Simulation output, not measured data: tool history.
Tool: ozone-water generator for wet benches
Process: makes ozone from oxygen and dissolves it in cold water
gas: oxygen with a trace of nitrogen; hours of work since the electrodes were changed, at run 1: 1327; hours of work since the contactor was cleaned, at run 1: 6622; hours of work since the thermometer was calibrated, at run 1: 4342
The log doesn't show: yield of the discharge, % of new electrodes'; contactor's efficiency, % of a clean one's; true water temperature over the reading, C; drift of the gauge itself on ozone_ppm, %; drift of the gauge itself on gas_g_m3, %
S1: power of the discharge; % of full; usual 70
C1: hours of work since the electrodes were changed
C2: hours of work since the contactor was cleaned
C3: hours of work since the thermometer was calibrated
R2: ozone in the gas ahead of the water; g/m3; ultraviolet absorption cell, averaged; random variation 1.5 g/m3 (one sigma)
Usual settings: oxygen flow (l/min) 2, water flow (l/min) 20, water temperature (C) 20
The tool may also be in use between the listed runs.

run 1 hour=0 | S1=70 oxygen_flow_(l/min)=2 water_flow_(l/min)=20 water_temperature_(C)=20 | C1=1327 C2=6622 C3=4342 | dissolved_ozone_(ppm)=14.4 R2=274.6
run 2 hour=65.4 | S1=70 oxygen_flow_(l/min)=2 water_flow_(l/min)=20 water_temperature_(C)=20 | C1=1367 C2=6663 C3=4383 | dissolved_ozone_(ppm)=14.3 R2=277.2
run 3 hour=206.5 | S1=70 oxygen_flow_(l/min)=2 water_flow_(l/min)=20 water_temperature_(C)=20 | C1=1454 C2=6750 C3=4470 | dissolved_ozone_(ppm)=14.2 R2=276.8
run 4 hour=310.1 | S1=70 oxygen_flow_(l/min)=2 water_flow_(l/min)=20 water_temperature_(C)=20 | C1=1518 C2=6814 C3=4534 | dissolved_ozone_(ppm)=14.6 R2=275.6
run 5 hour=432.6 | S1=70 oxygen_flow_(l/min)=2 water_flow_(l/min)=20 water_temperature_(C)=20 | C1=1594 C2=6890 C3=4610 | dissolved_ozone_(ppm)=14.4 R2=278.5
run 6 hour=553.8 | S1=70 oxygen_flow_(l/min)=2 water_flow_(l/min)=20 water_temperature_(C)=20 | C1=1669 C2=6965 C3=4685 | dissolved_ozone_(ppm)=14.3 R2=276.9
run 7 hour=619.1 | S1=70 oxygen_flow_(l/min)=2 water_flow_(l/min)=20 water_temperature_(C)=20 | C1=1710 C2=7005 C3=4725 | dissolved_ozone_(ppm)=14.4 R2=275.8
-- hour=638.1 water thermometer calibrated
run 8 hour=771.9 | S1=70 oxygen_flow_(l/min)=2 water_flow_(l/min)=20 water_temperature_(C)=20 | C1=1804 C2=7099 C3=83 | dissolved_ozone_(ppm)=14.1 R2=279.4
-- hour=899.9 contactor cleaned
run 9 hour=911 | S1=70 oxygen_flow_(l/min)=2 water_flow_(l/min)=20 water_temperature_(C)=20 | C1=1887 C2=7 C3=166 | dissolved_ozone_(ppm)=14.2 R2=278.7
run 10 hour=988.3 | S1=54 oxygen_flow_(l/min)=2 water_flow_(l/min)=20 water_temperature_(C)=20 | C1=1935 C2=55 C3=214 | dissolved_ozone_(ppm)=12.5 R2=244.9
run 11 hour=1109.3 | S1=51 oxygen_flow_(l/min)=2 water_flow_(l/min)=20 water_temperature_(C)=20 | C1=2010 C2=130 C3=289 | dissolved_ozone_(ppm)=12 R2=234.8
run 12 hour=1246.6 | S1=51 oxygen_flow_(l/min)=2 water_flow_(l/min)=20 water_temperature_(C)=20 | C1=2095 C2=214 C3=374 | dissolved_ozone_(ppm)=12.4 R2=236.6
run 13 hour=1309.7 | S1=51 oxygen_flow_(l/min)=2 water_flow_(l/min)=20 water_temperature_(C)=20 | C1=2134 C2=253 C3=413 | dissolved_ozone_(ppm)=12.4 R2=235.3
run 14 hour=1438.9 | S1=70 oxygen_flow_(l/min)=2 water_flow_(l/min)=20 water_temperature_(C)=17 | C1=2214 C2=333 C3=493 | dissolved_ozone_(ppm)=14.5 R2=275.5
run 15 hour=1509.1 | S1=70 oxygen_flow_(l/min)=2 water_flow_(l/min)=20 water_temperature_(C)=17 | C1=2257 C2=377 C3=536 | dissolved_ozone_(ppm)=14.8 R2=278.9
run 16 hour=1620.3 | S1=70 oxygen_flow_(l/min)=2.19 water_flow_(l/min)=20 water_temperature_(C)=20 | C1=2326 C2=446 C3=605 | dissolved_ozone_(ppm)=14.6 R2=266.7
run 17 hour=1749.2 | S1=70 oxygen_flow_(l/min)=2.19 water_flow_(l/min)=20 water_temperature_(C)=20 | C1=2406 C2=525 C3=685 | dissolved_ozone_(ppm)=14.6 R2=266.7
run 18 hour=1868.9 | S1=70 oxygen_flow_(l/min)=2.19 water_flow_(l/min)=20 water_temperature_(C)=20 | C1=2480 C2=599 C3=759 | dissolved_ozone_(ppm)=14.5 R2=264.6
run 19 hour=1943.5 | S1=70 oxygen_flow_(l/min)=2.19 water_flow_(l/min)=20 water_temperature_(C)=20 | C1=2526 C2=645 C3=805 | dissolved_ozone_(ppm)=14.5 R2=267.4
run 20 hour=2006.7 | S1=70 oxygen_flow_(l/min)=1.2 water_flow_(l/min)=14 water_temperature_(C)=20 | C1=2565 C2=685 C3=844 | dissolved_ozone_(ppm)=18.5 R2=378.7
run 21 hour=2069.9 | S1=70 oxygen_flow_(l/min)=1.25 water_flow_(l/min)=20 water_temperature_(C)=23 | C1=2604 C2=724 C3=883 | dissolved_ozone_(ppm)=12.6 R2=371.9
run 22 hour=2219 | S1=60 oxygen_flow_(l/min)=1.31 water_flow_(l/min)=20 water_temperature_(C)=20 | C1=2696 C2=816 C3=975 | dissolved_ozone_(ppm)=12.2 R2=333.4
run 23 hour=2356 | S1=60 oxygen_flow_(l/min)=1.31 water_flow_(l/min)=20 water_temperature_(C)=20 | C1=2781 C2=901 C3=1060 | dissolved_ozone_(ppm)=12.1 R2=331.9
run 24 hour=2462.2 | S1=60 oxygen_flow_(l/min)=1.31 water_flow_(l/min)=20 water_temperature_(C)=16 | C1=2847 C2=966 C3=1126 | dissolved_ozone_(ppm)=12.3 R2=329.1
run 25 hour=2534 | S1=60 oxygen_flow_(l/min)=1.31 water_flow_(l/min)=20 water_temperature_(C)=16 | C1=2891 C2=1011 C3=1170 | dissolved_ozone_(ppm)=12.4 R2=333.3
run 26 hour=2623.6 | S1=60 oxygen_flow_(l/min)=1.31 water_flow_(l/min)=20 water_temperature_(C)=16 | C1=2946 C2=1066 C3=1226 | dissolved_ozone_(ppm)=12.2 R2=333
run 27 hour=2746 | S1=77 oxygen_flow_(l/min)=1.98 water_flow_(l/min)=20 water_temperature_(C)=16 | C1=3022 C2=1142 C3=1301 | dissolved_ozone_(ppm)=15.6 R2=297.3
run 28 hour=2878.8 | S1=70 oxygen_flow_(l/min)=2 water_flow_(l/min)=16 water_temperature_(C)=20 | C1=3104 C2=1224 C3=1383 | dissolved_ozone_(ppm)=17.4 R2=282.1
run 29 hour=2983.6 | S1=70 oxygen_flow_(l/min)=3 water_flow_(l/min)=30 water_temperature_(C)=20 | C1=3169 C2=1289 C3=1448 | dissolved_ozone_(ppm)=10.4 R2=222.6
run 30 hour=3073.4 | S1=70 oxygen_flow_(l/min)=2.6 water_flow_(l/min)=19 water_temperature_(C)=20 | C1=3225 C2=1344 C3=1504 | dissolved_ozone_(ppm)=15.5 R2=240.5
run 31 hour=3161.7 | S1=96 oxygen_flow_(l/min)=2 water_flow_(l/min)=29 water_temperature_(C)=13 | C1=3279 C2=1399 C3=1558 | dissolved_ozone_(ppm)=12 R2=332.7
run 32 hour=3304.7 | S1=96 oxygen_flow_(l/min)=2 water_flow_(l/min)=29 water_temperature_(C)=13 | C1=3368 C2=1487 C3=1647 | dissolved_ozone_(ppm)=11.9 R2=335.3

Some steps in R2 between neighbouring runs. How much of each would the tool show without its hidden state too (settings, what came in, random variation), and how much is left for the hidden state, with any gauge scatter that isn't in both results?
Run 19 -> 20: oxygen flow (l/min) 2.19 -> 1.2, water flow (l/min) 20 -> 14. R2 +111.3 g/m3: hidden state +1.7, all else +109.6.
Run 28 -> 29: oxygen flow (l/min) 2 -> 3, water flow (l/min) 16 -> 30. R2 -59.5 g/m3: hidden state -1, all else -58.5.
Run 30 -> 31: S1 70 -> 96, oxygen flow (l/min) 2.6 -> 2, water flow (l/min) 19 -> 29, water temperature (C) 20 -> 13. R2 +92.2 g/m3: hidden state +2.1, all else +90.1.

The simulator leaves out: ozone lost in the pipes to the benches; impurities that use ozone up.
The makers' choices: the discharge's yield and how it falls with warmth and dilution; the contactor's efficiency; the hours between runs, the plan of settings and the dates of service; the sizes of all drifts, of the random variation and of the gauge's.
